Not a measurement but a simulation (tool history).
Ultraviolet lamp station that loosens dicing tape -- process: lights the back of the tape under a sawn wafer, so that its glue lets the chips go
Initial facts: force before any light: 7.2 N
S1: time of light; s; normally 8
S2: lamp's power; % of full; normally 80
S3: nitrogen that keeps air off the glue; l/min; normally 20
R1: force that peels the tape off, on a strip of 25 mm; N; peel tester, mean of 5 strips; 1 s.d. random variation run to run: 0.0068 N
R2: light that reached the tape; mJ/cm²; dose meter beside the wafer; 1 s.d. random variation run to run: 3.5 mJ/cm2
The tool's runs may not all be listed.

{"run": 1, "hour": 0.0, "S1": 8, "S2": 80, "S3": 20, "R1": 0.463, "R2": 382}
{"run": 2, "hour": 22.9, "S1": 8, "S2": 80, "S3": 20, "R1": 0.45, "R2": 375}
{"run": 3, "hour": 71.3, "S1": 8, "S2": 80, "S3": 7, "R1": 0.789, "R2": 369}
{"run": 4, "hour": 103.3, "S1": 8, "S2": 80, "S3": 7, "R1": 0.832, "R2": 362}
{"run": 5, "hour": 134.0, "S1": 8, "S2": 93, "S3": 20, "R1": 0.365, "R2": 426}
{"run": 6, "hour": 157.0, "S1": 5, "S2": 80, "S3": 20, "R1": 1.212, "R2": 222}
{"run": 7, "hour": 196.6, "S1": 5, "S2": 80, "S3": 20, "R1": 1.215, "R2": 221}
{"run": 8, "hour": 245.9, "S1": 7, "S2": 80, "S3": 20, "R1": 0.673, "R2": 308}
{"run": 9, "hour": 291.1, "S1": 7, "S2": 80, "S3": 20, "R1": 0.703, "R2": 303}
{"run": 10, "hour": 341.4, "S1": 7, "S2": 80, "S3": 20, "R1": 0.735, "R2": 296}
{"run": 11, "hour": 390.3, "S1": 7, "S2": 80, "S3": 20, "R1": 0.731, "R2": 287}
{"run": 12, "hour": 417.5, "S1": 8, "S2": 80, "S3": 20, "R1": 0.564, "R2": 330}
{"hour": 431.4, "done": "window cleaned of glue's vapour"}
{"run": 13, "hour": 442.0, "S1": 8, "S2": 80, "S3": 20, "R1": 0.488, "R2": 358}
{"run": 14, "hour": 493.3, "S1": 8, "S2": 80, "S3": 35, "R1": 0.419, "R2": 350}
{"run": 15, "hour": 517.6, "S1": 8, "S2": 80, "S3": 35, "R1": 0.431, "R2": 350}
{"run": 16, "hour": 545.6, "S1": 8, "S2": 89, "S3": 35, "R1": 0.359, "R2": 382}
{"run": 17, "hour": 576.6, "S1": 8, "S2": 89, "S3": 35, "R1": 0.361, "R2": 378}
{"run": 18, "hour": 625.2, "S1": 8, "S2": 89, "S3": 35, "R1": 0.373, "R2": 379}
{"run": 19, "hour": 677.6, "S1": 8, "S2": 89, "S3": 35, "R1": 0.376, "R2": 368}
{"run": 20, "hour": 703.2, "S1": 8, "S2": 80, "S3": 20, "R1": 0.593, "R2": 328}
{"run": 21, "hour": 742.6, "S1": 8, "S2": 80, "S3": 20, "R1": 0.602, "R2": 322}
{"run": 22, "hour": 788.3, "S1": 8, "S2": 75, "S3": 30, "R1": 0.619, "R2": 295}
{"hour": 812.9, "done": "lamp changed"}
{"run": 23, "hour": 815.8, "S1": 5, "S2": 75, "S3": 6, "R1": 1.141, "R2": 313}
{"run": 24, "hour": 844.9, "S1": 5, "S2": 75, "S3": 6, "R1": 1.194, "R2": 312}
{"run": 25, "hour": 873.9, "S1": 8, "S2": 72, "S3": 8, "R1": 0.437, "R2": 472}
{"run": 26, "hour": 908.3, "S1": 8, "S2": 72, "S3": 8, "R1": 0.447, "R2": 474}
{"run": 27, "hour": 934.0, "S1": 8, "S2": 60, "S3": 23, "R1": 0.383, "R2": 394}
{"run": 28, "hour": 963.7, "S1": 4, "S2": 64, "S3": 23, "R1": 1.271, "R2": 208}
{"run": 29, "hour": 1008.1, "S1": 12, "S2": 60, "S3": 39, "R1": 0.199, "R2": 578}

Run 30, settings as shown, results not yet in. Your forecast:
{"run": 30, "hour": 1052.6, "S1": 12, "S2": 60, "S3": 39, "R1": "?", "R2": "?"}

Run 30 measured R1 0.216 N, R2 568 mJ/cm².
With no hidden state in the tool, this same run would have given R1 0.203 N, R2 635 mJ/cm².
